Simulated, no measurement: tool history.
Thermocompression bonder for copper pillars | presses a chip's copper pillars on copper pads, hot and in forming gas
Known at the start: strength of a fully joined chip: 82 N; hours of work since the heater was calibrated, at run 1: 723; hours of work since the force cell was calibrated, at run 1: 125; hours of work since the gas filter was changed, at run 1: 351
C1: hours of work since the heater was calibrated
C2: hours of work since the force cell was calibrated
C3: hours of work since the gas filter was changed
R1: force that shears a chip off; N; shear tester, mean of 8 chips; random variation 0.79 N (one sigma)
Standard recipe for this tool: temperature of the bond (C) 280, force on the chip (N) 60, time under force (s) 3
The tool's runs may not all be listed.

run 1 day=0 | temperature_of_the_bond_(C)=280 force_on_the_chip_(N)=60 time_under_force_(s)=3 | C1=723 C2=125 C3=351 | R1=52.4
run 2 day=0.275 | temperature_of_the_bond_(C)=280 force_on_the_chip_(N)=60 time_under_force_(s)=3 | C1=727 C2=128 C3=354 | R1=52.6
-- day=0.517 forming gas filter changed
run 3 day=0.554 | temperature_of_the_bond_(C)=280 force_on_the_chip_(N)=60 time_under_force_(s)=3 | C1=730 C2=131 C3=0 | R1=57.6
run 4 day=0.983 | temperature_of_the_bond_(C)=280 force_on_the_chip_(N)=60 time_under_force_(s)=3 | C1=735 C2=136 C3=6 | R1=55.9
run 5 day=1.35 | temperature_of_the_bond_(C)=280 force_on_the_chip_(N)=60 time_under_force_(s)=3 | C1=740 C2=141 C3=10 | R1=57.3
run 6 day=1.671 | temperature_of_the_bond_(C)=280 force_on_the_chip_(N)=60 time_under_force_(s)=3 | C1=743 C2=145 C3=14 | R1=56.1
run 7 day=1.871 | temperature_of_the_bond_(C)=280 force_on_the_chip_(N)=47 time_under_force_(s)=3 | C1=746 C2=147 C3=17 | R1=45.7
run 8 day=2.104 | temperature_of_the_bond_(C)=280 force_on_the_chip_(N)=47 time_under_force_(s)=3 | C1=749 C2=150 C3=20 | R1=45.4
run 9 day=2.521 | temperature_of_the_bond_(C)=258 force_on_the_chip_(N)=60 time_under_force_(s)=3 | C1=754 C2=155 C3=25 | R1=41.3
run 10 day=2.758 | temperature_of_the_bond_(C)=280 force_on_the_chip_(N)=53 time_under_force_(s)=3 | C1=757 C2=158 C3=28 | R1=50.8
run 11 day=3.196 | temperature_of_the_bond_(C)=255 force_on_the_chip_(N)=53 time_under_force_(s)=3 | C1=762 C2=164 C3=33 | R1=35.6
run 12 day=3.458 | temperature_of_the_bond_(C)=255 force_on_the_chip_(N)=53 time_under_force_(s)=3 | C1=766 C2=167 C3=36 | R1=34.3
run 13 day=3.717 | temperature_of_the_bond_(C)=282 force_on_the_chip_(N)=42 time_under_force_(s)=3 | C1=769 C2=170 C3=39 | R1=42.3
run 14 day=3.967 | temperature_of_the_bond_(C)=301 force_on_the_chip_(N)=42 time_under_force_(s)=4 | C1=772 C2=173 C3=43 | R1=56.8
run 15 day=4.171 | temperature_of_the_bond_(C)=301 force_on_the_chip_(N)=42 time_under_force_(s)=4 | C1=774 C2=176 C3=45 | R1=59.8
run 16 day=4.546 | temperature_of_the_bond_(C)=301 force_on_the_chip_(N)=42 time_under_force_(s)=4 | C1=779 C2=180 C3=50 | R1=57.1
run 17 day=4.942 | temperature_of_the_bond_(C)=301 force_on_the_chip_(N)=42 time_under_force_(s)=4 | C1=784 C2=185 C3=55 | R1=57.6
run 18 day=5.35 | temperature_of_the_bond_(C)=259 force_on_the_chip_(N)=48 time_under_force_(s)=4 | C1=789 C2=190 C3=60 | R1=37.3
run 19 day=5.579 | temperature_of_the_bond_(C)=305 force_on_the_chip_(N)=60 time_under_force_(s)=6 | C1=792 C2=193 C3=62 | R1=75.7
run 20 day=5.842 | temperature_of_the_bond_(C)=305 force_on_the_chip_(N)=60 time_under_force_(s)=6 | C1=795 C2=196 C3=66 | R1=74.9
run 21 day=6.192 | temperature_of_the_bond_(C)=305 force_on_the_chip_(N)=60 time_under_force_(s)=6 | C1=799 C2=201 C3=70 | R1=75.7
run 22 day=6.496 | temperature_of_the_bond_(C)=304 force_on_the_chip_(N)=41 time_under_force_(s)=9 | C1=803 C2=204 C3=74 | R1=68.2
run 23 day=6.942 | temperature_of_the_bond_(C)=304 force_on_the_chip_(N)=41 time_under_force_(s)=9 | C1=809 C2=210 C3=79 | R1=69

Run by run, hidden condition taken away, random variation retained:
The tool's hidden condition here consists of: true temperature of the bond over the reading, C; force that reaches the chip, % of what is set; oxide that the forming gas leaves, % of the face; drift of the gauge itself on shear_n, %.
run=1 R1=59.8
run=2 R1=60.1
run=3 R1=62.3
run=4 R1=60.7
run=5 R1=62.2
run=6 R1=60.8
run=7 R1=50.6
run=8 R1=50.5
run=9 R1=46.6
run=10 R1=55.9
run=11 R1=40.7
run=12 R1=39.5
run=13 R1=47.4
run=14 R1=61.6
run=15 R1=64.7
run=16 R1=61.8
run=17 R1=62.5
run=18 R1=42.8
run=19 R1=78.4
run=20 R1=77.7
run=21 R1=78.6
run=22 R1=72.1
run=23 R1=73.1

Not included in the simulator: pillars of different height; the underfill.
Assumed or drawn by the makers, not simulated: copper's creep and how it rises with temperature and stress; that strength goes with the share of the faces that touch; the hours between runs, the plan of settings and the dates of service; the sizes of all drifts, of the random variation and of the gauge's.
